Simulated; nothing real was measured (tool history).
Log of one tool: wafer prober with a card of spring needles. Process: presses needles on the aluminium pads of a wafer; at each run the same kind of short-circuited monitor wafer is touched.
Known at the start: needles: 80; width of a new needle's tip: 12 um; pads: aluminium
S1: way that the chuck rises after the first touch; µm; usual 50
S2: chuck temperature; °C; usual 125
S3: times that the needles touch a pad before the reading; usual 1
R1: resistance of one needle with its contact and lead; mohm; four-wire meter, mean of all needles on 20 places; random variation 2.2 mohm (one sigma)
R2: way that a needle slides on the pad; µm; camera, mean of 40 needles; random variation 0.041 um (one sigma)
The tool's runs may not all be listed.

| run | hour | S1 | S2 | S3 | R1 | R2 |
|---|---|---|---|---|---|---|
| 1 | 0.0 | 50 | 125 | 1 | 241 | 11.09 |
| 2 | 16.8 | 50 | 125 | 1 | 244 | 11.07 |
| 3 | 31.4 | 50 | 125 | 1 | 240 | 11.14 |
| 4 | 53.0 | 50 | 125 | 1 | 240 | 11.10 |
| 5 | 63.7 | 50 | 73 | 1 | 230 | 11.17 |
| 6 | 85.5 | 36 | 125 | 1 | 250 | 8.07 |
| 7 | 99.6 | 33 | 125 | 1 | 251 | 7.35 |
| 8 | 115.0 | 33 | 125 | 1 | 253 | 7.35 |
| 9 | 129.4 | 50 | 125 | 1 | 241 | 11.20 |
| 10 | 148.2 | 50 | 125 | 1 | 242 | 11.17 |
| 11 | 161.2 | 50 | 125 | 1 | 241 | 11.25 |
| 12 | 172.2 | 50 | 125 | 1 | 245 | 11.22 |
| 13 | 189.4 | 50 | 125 | 1 | 240 | 11.23 |
| 14 | 199.8 | 50 | 125 | 1 | 242 | 11.27 |
| 15 | 211.2 | 50 | 41 | 2 | 219 | 11.24 |
| 16 | 228.7 | 50 | 41 | 2 | 219 | 11.22 |
| 17 | 245.1 | 52 | 31 | 2 | 218 | 11.78 |
| 18 | 263.9 | 50 | 62 | 1 | 223 | 11.29 |
| 19 | 275.5 | 50 | 125 | 1 | 235 | 11.26 |
| 20 | 298.7 | 50 | 125 | 1 | 242 | 11.32 |
| 21 | 310.8 | 31 | 125 | 1 | 251 | 7.08 |
| 22 | 333.6 | 31 | 125 | 1 | 252 | 6.87 |
| 23 | 347.9 | 50 | 37 | 3 | 220 | 11.14 |
| 24 | 361.6 | 50 | 37 | 3 | 221 | 11.09 |
| 25 | 375.6 | 35 | 28 | 2 | 226 | 7.77 |
| 26 | 390.3 | 32 | 125 | 2 | 251 | 7.11 |
| 27 | 415.2 | 39 | 71 | 3 | 229 | 8.63 |
| 28 | 434.7 | 39 | 32 | 3 | 223 | 8.73 |

Taken out of this log: 33 entries between the listed runs. Where each belongs, and how the hidden state differs across it:
Between runs 1 and 2: tips cleaned on abrasive film (hour 1.6); tips cleaned on abrasive film (hour 16.3)
  debris on the tips, nm: 0.2 -> 0; drift of the gauge itself on scrub_um, %: 0 -> 0.11
  measured less the result without the state, R2: +0.00 -> +0.01 µm
Between runs 2 and 3: tips cleaned on abrasive film (hour 30.0)
  debris on the tips, nm: 0 -> 0.1; drift of the gauge itself on scrub_um, %: 0.11 -> 0.2
  measured less the result without the state, R2: +0.01 -> +0.03 µm
Between runs 3 and 4: tips cleaned on abrasive film (hour 44.3)
  debris on the tips, nm: 0.1 -> 0.2; drift of the gauge itself on scrub_um, %: 0.2 -> 0.34
  measured less the result without the state, R2: +0.03 -> +0.04 µm
Between runs 4 and 5: tips cleaned on abrasive film (hour 58.2)
  debris on the tips, nm: 0.2 -> 0.1; drift of the gauge itself on scrub_um, %: 0.34 -> 0.41
  measured less the result without the state, R2: +0.04 -> +0.04 µm
Between runs 5 and 6: tips cleaned on abrasive film (hour 71.9); tips cleaned on abrasive film (hour 85.5)
  debris on the tips, nm: 0.1 -> 0; drift of the gauge itself on scrub_um, %: 0.41 -> 0.55
  measured less the result without the state, R2: +0.04 -> +0.05 µm
Between runs 6 and 7: tips cleaned on abrasive film (hour 99.6)
  drift of the gauge itself on scrub_um, %: 0.55 -> 0.64
  measured less the result without the state, R2: +0.05 -> +0.05 µm
Between runs 7 and 8: tips cleaned on abrasive film (hour 114.1)
  drift of the gauge itself on scrub_um, %: 0.64 -> 0.74
  measured less the result without the state, R2: +0.05 -> +0.05 µm
Between runs 8 and 9: tips cleaned on abrasive film (hour 127.7)
  debris on the tips, nm: 0 -> 0.1; drift of the gauge itself on scrub_um, %: 0.74 -> 0.83
  measured less the result without the state, R2: +0.05 -> +0.09 µm
Between runs 9 and 10: tips cleaned on abrasive film (hour 142.4)
  drift of the gauge itself on scrub_um, %: 0.83 -> 0.95
  measured less the result without the state, R2: +0.09 -> +0.11 µm
Between runs 10 and 11: tips cleaned on abrasive film (hour 157.5)
  drift of the gauge itself on scrub_um, %: 0.95 -> 1.04
  measured less the result without the state, R2: +0.11 -> +0.11 µm
Between runs 11 and 12: tips cleaned on abrasive film (hour 171.9)
  debris on the tips, nm: 0.1 -> 0; drift of the gauge itself on scrub_um, %: 1.04 -> 1.11
  measured less the result without the state, R2: +0.11 -> +0.12 µm
Between runs 12 and 13: tips cleaned on abrasive film (hour 185.8)
  debris on the tips, nm: 0 -> 0.1; drift of the gauge itself on scrub_um, %: 1.11 -> 1.22
  measured less the result without the state, R2: +0.12 -> +0.14 µm
Between runs 13 and 14: tips cleaned on abrasive film (hour 199.2)
  debris on the tips, nm: 0.1 -> 0; way that the needles fall short of the set height, um: 0 -> 0.01; drift of the gauge itself on scrub_um, %: 1.22 -> 1.29
  measured less the result without the state, R2: +0.14 -> +0.15 µm
Between runs 15 and 16: tips cleaned on abrasive film (hour 214.2); tips cleaned on abrasive film (hour 227.9)
  debris on the tips, nm: 0.2 -> 0; drift of the gauge itself on scrub_um, %: 1.36 -> 1.47
  measured less the result without the state, R2: +0.14 -> +0.16 µm
Between runs 16 and 17: tips cleaned on abrasive film (hour 241.4)
  debris on the tips, nm: 0 -> 0.1; drift of the gauge itself on scrub_um, %: 1.47 -> 1.58
  measured less the result without the state, R2: +0.16 -> +0.18 µm
Between runs 17 and 18: tips cleaned on abrasive film (hour 254.9)
  debris on the tips, nm: 0.1 -> 0.2; drift of the gauge itself on scrub_um, %: 1.58 -> 1.7
  measured less the result without the state, R2: +0.18 -> +0.19 µm
Between runs 18 and 19: tips cleaned on abrasive film (hour 268.6)
  debris on the tips, nm: 0.2 -> 0.1; drift of the gauge itself on scrub_um, %: 1.7 -> 1.77
  measured less the result without the state, R2: +0.19 -> +0.20 µm
Between runs 19 and 20: tips cleaned on abrasive film (hour 282.4); tips cleaned on abrasive film (hour 297.2)
  drift of the gauge itself on scrub_um, %: 1.77 -> 1.92
  measured less the result without the state, R2: +0.20 -> +0.22 µm
Between runs 20 and 21: tips cleaned on abrasive film (hour 310.8)
  debris on the tips, nm: 0.1 -> 0; drift of the gauge itself on scrub_um, %: 1.92 -> 2
  measured less the result without the state, R2: +0.22 -> +0.14 µm
Between runs 21 and 22: gauge calibrated (hour 316.2); tips cleaned on abrasive film (hour 324.4)
  debris on the tips, nm: 0 -> 0.2; drift of the gauge itself on scrub_um, %: 2 -> 0.11
  measured less the result without the state, R2: +0.14 -> +0.00 µm
Between runs 22 and 23: tips cleaned on abrasive film (hour 338.8)
  drift of the gauge itself on scrub_um, %: 0.11 -> 0.2
  measured less the result without the state, R2: +0.00 -> +0.02 µm
Between runs 23 and 24: tips cleaned on abrasive film (hour 354.2)
  drift of the gauge itself on scrub_um, %: 0.2 -> 0.29
  measured less the result without the state, R2: +0.02 -> +0.03 µm
Between runs 24 and 25: tips cleaned on abrasive film (hour 367.6)
  drift of the gauge itself on scrub_um, %: 0.29 -> 0.38
  measured less the result without the state, R2: +0.03 -> +0.03 µm
Between runs 25 and 26: tips cleaned on abrasive film (hour 381.0)
  drift of the gauge itself on scrub_um, %: 0.38 -> 0.48
  measured less the result without the state, R2: +0.03 -> +0.03 µm
Between runs 26 and 27: tips cleaned on abrasive film (hour 394.4); tips cleaned on abrasive film (hour 408.4)
  debris on the tips, nm: 0.2 -> 0.1; drift of the gauge itself on scrub_um, %: 0.48 -> 0.64
  measured less the result without the state, R2: +0.03 -> +0.05 µm
Between runs 27 and 28: height of the first contact set anew (hour 420.7); tips cleaned on abrasive film (hour 423.0)
  debris on the tips, nm: 0.1 -> 0.2; way that the needles fall short of the set height, um: 0.01 -> 0; drift of the gauge itself on scrub_um, %: 0.64 -> 0.76
  measured less the result without the state, R2: +0.05 -> +0.07 µm
